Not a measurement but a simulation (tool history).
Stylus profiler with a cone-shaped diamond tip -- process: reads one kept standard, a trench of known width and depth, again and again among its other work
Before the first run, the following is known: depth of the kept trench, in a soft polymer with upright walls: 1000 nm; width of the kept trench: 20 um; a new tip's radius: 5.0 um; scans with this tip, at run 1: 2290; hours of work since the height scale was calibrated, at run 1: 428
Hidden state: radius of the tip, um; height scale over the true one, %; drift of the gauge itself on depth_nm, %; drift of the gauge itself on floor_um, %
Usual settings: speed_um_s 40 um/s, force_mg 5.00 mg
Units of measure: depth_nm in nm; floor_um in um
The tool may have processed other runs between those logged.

| run | day | speed_um_s | force_mg | scans with this tip | hours of work since the height scale was calibrated | depth_nm | floor_um |
|---|---|---|---|---|---|---|---|
| 1 | 0.000 | 40 | 5.00 | 2290 | 428 | 1008.01 | 13.60 |
| 2 | 1.188 | 11 | 5.00 | 2363 | 441 | 1007.98 | 13.66 |
| 3 | 4.146 | 11 | 5.00 | 2544 | 475 | 1007.97 | 13.65 |
| 4 | 5.833 | 11 | 5.00 | 2648 | 495 | 1008.14 | 13.69 |
| 5 | 7.367 | 11 | 5.00 | 2742 | 512 | 1007.84 | 13.64 |
| 6 | 9.433 | 11 | 5.00 | 2869 | 536 | 1008.13 | 13.63 |
| 7 | 12.104 | 11 | 5.00 | 3033 | 566 | 1007.39 | 13.60 |
| 8 | 14.904 | 11 | 5.00 | 3204 | 599 | 1008.02 | 13.59 |
| 9 | 16.612 | 40 | 5.00 | 3309 | 618 | 1007.42 | 13.40 |
| 10 | 18.692 | 40 | 5.00 | 3437 | 642 | 1008.07 | 13.41 |
| 11 | 19.912 | 40 | 5.00 | 3511 | 656 | 1007.98 | 13.40 |
| 12 | 21.412 | 40 | 5.00 | 3603 | 673 | 1007.10 | 13.39 |
| 13 | 24.246 | 40 | 5.00 | 3777 | 706 | 1007.46 | 13.39 |
| 14 | 26.400 | 40 | 5.00 | 3909 | 730 | 1007.72 | 13.27 |
| 15 | 27.954 | 35 | 5.00 | 4005 | 748 | 1007.65 | 13.39 |
| 16 | 30.879 | 35 | 5.00 | 4184 | 782 | 1007.15 | 13.33 |
| 17 | 33.358 | 40 | 7.08 | 4336 | 810 | 1009.64 | 13.32 |
| 18 | 35.108 | 40 | 7.08 | 4443 | 830 | 1009.57 | 13.30 |
| 19 | 37.650 | 17 | 5.00 | 4599 | 859 | 1007.23 | 13.32 |
| 20 | 39.446 | 142 | 5.00 | 4709 | 880 | 1007.07 | 12.84 |
| 21 | 41.267 | 40 | 13.30 | 4821 | 901 | 1015.20 | 13.25 |
| 22 | 43.650 | 40 | 13.30 | 4967 | 928 | 1015.12 | 13.22 |
| 23 | 46.317 | 36 | 5.00 | 5131 | 958 | 1007.00 | 13.21 |
| 24 | 48.504 | 122 | 2.04 | 5265 | 983 | 1002.93 | 12.55 |
| 25 | 51.354 | 117 | 1.72 | 5440 | 1016 | 1002.45 | 12.55 |
| 26 | 53.267 | 117 | 1.72 | 5557 | 1038 | 1002.48 | 12.52 |
| 27 | 55.171 | 18 | 12.24 | 5674 | 1060 | 1013.91 | 13.22 |
| 28 | 57.588 | 31 | 2.18 | 5822 | 1088 | 1002.77 | 13.08 |
| 29 | 60.475 | 137 | 2.18 | 5999 | 1121 | 1002.98 | 12.37 |
| 30 | 63.342 | 18 | 1.70 | 6175 | 1153 | 1002.42 | 12.98 |
| 31 | 66.246 | 37 | 5.00 | 6353 | 1187 | 1006.69 | 13.06 |
| 32 | 67.971 | 37 | 5.00 | 6459 | 1206 | 1006.68 | 12.98 |
| 33 | 70.400 | 37 | 5.00 | 6607 | 1234 | 1006.77 | 13.00 |
| 34 | 72.783 | 50 | 5.30 | 6754 | 1262 | 1006.71 | 12.90 |
| 35 | 75.729 | 50 | 5.30 | 6934 | 1295 | 1006.63 | 12.89 |
| 36 | 77.804 | 55 | 2.97 | 7062 | 1319 | 1003.30 | 12.83 |
| 37 | 80.033 | 11 | 5.00 | 7198 | 1345 | 1006.16 | 12.99 |
| 38 | 81.608 | 17 | 3.30 | 7295 | 1363 | 1004.00 | 12.96 |
| 39 | 84.383 | 33 | 12.52 | 7465 | 1395 | 1013.70 | 12.94 |
| 40 | 87.321 | 26 | 9.05 | 7645 | 1428 | 1010.50 | 12.83 |
| 41 | 88.696 | 55 | 7.30 | 7730 | 1444 | 1008.30 | 12.80 |
| 42 | 91.050 | 71 | 1.88 | 7874 | 1471 | 1001.53 | 12.56 |
| 43 | 93.967 | 71 | 1.88 | 8053 | 1504 | 1001.61 | 12.45 |
| 44 | 96.050 | 71 | 3.45 | 8180 | 1528 | 1004.18 | 12.61 |
| 45 | 97.771 | 10 | 2.86 | 8286 | 1548 | 1003.11 | 12.77 |
| 46 | 100.592 | 10 | 2.86 | 8459 | 1580 | 1003.35 | 12.80 |

Had the tool no unlogged condition, and each run kept its random variation, what would the results have been?
| run | depth_nm | floor_um |
|---|---|---|
| 1 | 1008.75 | 13.86 |
| 2 | 1008.74 | 13.93 |
| 3 | 1008.80 | 13.95 |
| 4 | 1009.01 | 14.01 |
| 5 | 1008.74 | 13.97 |
| 6 | 1009.08 | 13.98 |
| 7 | 1008.40 | 13.98 |
| 8 | 1009.09 | 13.99 |
| 9 | 1008.53 | 13.82 |
| 10 | 1009.23 | 13.84 |
| 11 | 1009.17 | 13.85 |
| 12 | 1008.32 | 13.86 |
| 13 | 1008.74 | 13.88 |
| 14 | 1009.05 | 13.78 |
| 15 | 1009.01 | 13.92 |
| 16 | 1008.59 | 13.88 |
| 17 | 1011.14 | 13.89 |
| 18 | 1011.11 | 13.88 |
| 19 | 1008.83 | 13.93 |
| 20 | 1008.70 | 13.46 |
| 21 | 1016.90 | 13.89 |
| 22 | 1016.87 | 13.88 |
| 23 | 1008.80 | 13.89 |
| 24 | 1004.78 | 13.26 |
| 25 | 1004.37 | 13.29 |
| 26 | 1004.43 | 13.27 |
| 27 | 1015.94 | 13.99 |
| 28 | 1004.83 | 13.87 |
| 29 | 1005.10 | 13.18 |
| 30 | 1004.61 | 13.82 |
| 31 | 1008.95 | 13.93 |
| 32 | 1008.98 | 13.86 |
| 33 | 1009.12 | 13.90 |
| 34 | 1009.13 | 13.82 |
| 35 | 1009.12 | 13.84 |
| 36 | 1005.82 | 13.80 |
| 37 | 1008.74 | 13.97 |
| 38 | 1006.61 | 13.96 |
| 39 | 1016.41 | 13.97 |
| 40 | 1013.26 | 13.87 |
| 41 | 1011.08 | 13.86 |
| 42 | 1004.35 | 13.63 |
| 43 | 1004.50 | 13.55 |
| 44 | 1007.13 | 13.73 |
| 45 | 1006.09 | 13.91 |
| 46 | 1006.40 | 13.96 |

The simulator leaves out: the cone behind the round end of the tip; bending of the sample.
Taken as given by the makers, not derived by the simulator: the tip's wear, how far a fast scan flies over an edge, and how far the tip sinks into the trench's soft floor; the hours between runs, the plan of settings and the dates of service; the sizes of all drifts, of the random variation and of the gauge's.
